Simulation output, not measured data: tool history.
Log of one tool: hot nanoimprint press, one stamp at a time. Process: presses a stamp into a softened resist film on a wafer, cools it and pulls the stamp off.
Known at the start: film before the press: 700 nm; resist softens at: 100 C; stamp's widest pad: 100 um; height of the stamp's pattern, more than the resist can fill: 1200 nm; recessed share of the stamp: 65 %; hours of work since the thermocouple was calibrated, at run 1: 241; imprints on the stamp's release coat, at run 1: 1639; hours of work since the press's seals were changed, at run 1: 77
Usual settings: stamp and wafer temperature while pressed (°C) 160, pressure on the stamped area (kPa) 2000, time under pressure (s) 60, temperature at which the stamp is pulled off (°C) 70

run    day  stamp and wafer temperature while pressed (°C)  pressure on the stamped area (kPa)  time under pressure (s)  temperature at which the stamp is pulled off (°C)  hours of work since the thermocouple was calibrated  imprints on the stamp's release coat  hours of work since the press's seals were changed  resist left under the stamp's widest pad (Å)  greatest force while the stamp is pulled off (N)
  1      0                                             160                                2000                       60                                                 70                                                  241                                  1639                                                  77                                          2703                                               194
     0.308  -- stamp cleaned and given a new release coat
  2  0.525                                             160                                2000                       60                                                 70                                                  245                                    20                                                  81                                          2702                                               148
  3  0.917                                             160                                2000                       60                                                 70                                                  251                                    56                                                  87                                          2694                                               149
  4  1.233                                             160                                2000                       60                                                 70                                                  256                                    85                                                  92                                          2693                                               152
  5  1.462                                             160                                2000                       60                                                 70                                                  260                                   105                                                  96                                          2701                                               146
  6  1.671                                             160                                2000                       60                                                 62                                                  263                                   124                                                  99                                          2671                                               186
  7  2.025                                             160                                2000                       60                                                 62                                                  268                                   157                                                 105                                          2673                                               189
  8   2.25                                             160                                2000                       60                                                 62                                                  272                                   177                                                 108                                          2680                                               182
  9  2.479                                             158                                2000                       60                                                 70                                                  276                                   198                                                 112                                          2944                                               153
 10  2.725                                             160                                2590                       60                                                 70                                                  279                                   220                                                 116                                          2384                                               151
 11  3.083                                             160                                2000                       60                                                 70                                                  285                                   253                                                 121                                          2677                                               154
 12  3.362                                             160                                2000                       60                                                 70                                                  289                                   279                                                 126                                          2707                                               160
 13   3.75                                             160                                2000                       60                                                 70                                                  295                                   314                                                 132                                          2682                                               152
 14  4.125                                             160                                2000                       60                                                 70                                                  301                                   348                                                 138                                          2698                                               154
 15  4.396                                             160                                2000                       46                                                 70                                                  306                                   373                                                 142                                          2982                                               157
 16  4.667                                             150                                2000                       60                                                 71                                                  310                                   398                                                 146                                          4115                                               154
 17  4.912                                             170                                2000                      115                                                 73                                                  314                                   420                                                 150                                          1294                                               150
 18   5.25                                             163                                1590                       89                                                 64                                                  319                                   451                                                 155                                          2209                                               181
 19  5.467                                             171                                2000                       46                                                 70                                                  322                                   470                                                 159                                          1886                                               162
 20  5.675                                             171                                2000                       46                                                 70                                                  326                                   490                                                 162                                          1881                                               157
 21  5.992                                             171                                2000                       46                                                 70                                                  331                                   518                                                 167                                          1880                                               159
 22  6.188                                             171                                2000                       46                                                 70                                                  334                                   536                                                 170                                          1868                                               159
 23  6.521                                             160                                2000                       60                                                 64                                                  339                                   567                                                 175                                          2677                                               181
 24  6.804                                             160                                1350                       60                                                 74                                                  343                                   592                                                 180                                          3163                                               145
 25  7.138                                             160                                1350                       60                                                 74                                                  348                                   623                                                 185                                          3175                                               151
 26  7.321                                             171                                1830                       40                                                 77                                                  351                                   640                                                 188                                          2092                                               131
 27  7.504                                             172                                2440                       83                                                 77                                                  354                                   656                                                 191                                          1238                                               128
 28  7.796                                             160                                1410                       60                                                 70                                                  359                                   683                                                 195                                          3133                                               160
 29  8.017                                             160                                1490                       60                                                 70                                                  362                                   703                                                 199                                          3012                                               168

Forecast each of these 3 alternatives for the next run:
  A  8.279                                             160                                1490                       34                                                 69                                                  366                                   727                                                 203                                             ?                                                 ?
  B  8.279                                             161                                1490                       60                                                 72                                                  366                                   727                                                 203                                             ?                                                 ?
  C  8.279                                             160                                1650                       37                                                 65                                                  366                                   727                                                 203                                             ?                                                 ?

run  resist left under the stamp's widest pad (Å)  greatest force while the stamp is pulled off (N)
  A                                          3704                                               167
  B                                          2904                                               161
  C                                          3508                                               186
Without the tool's hidden state the same runs would have given:
run  resist left under the stamp's widest pad (Å)  greatest force while the stamp is pulled off (N)
  A                                          3922                                               154
  B                                          3100                                               149
  C                                          3725                                               171
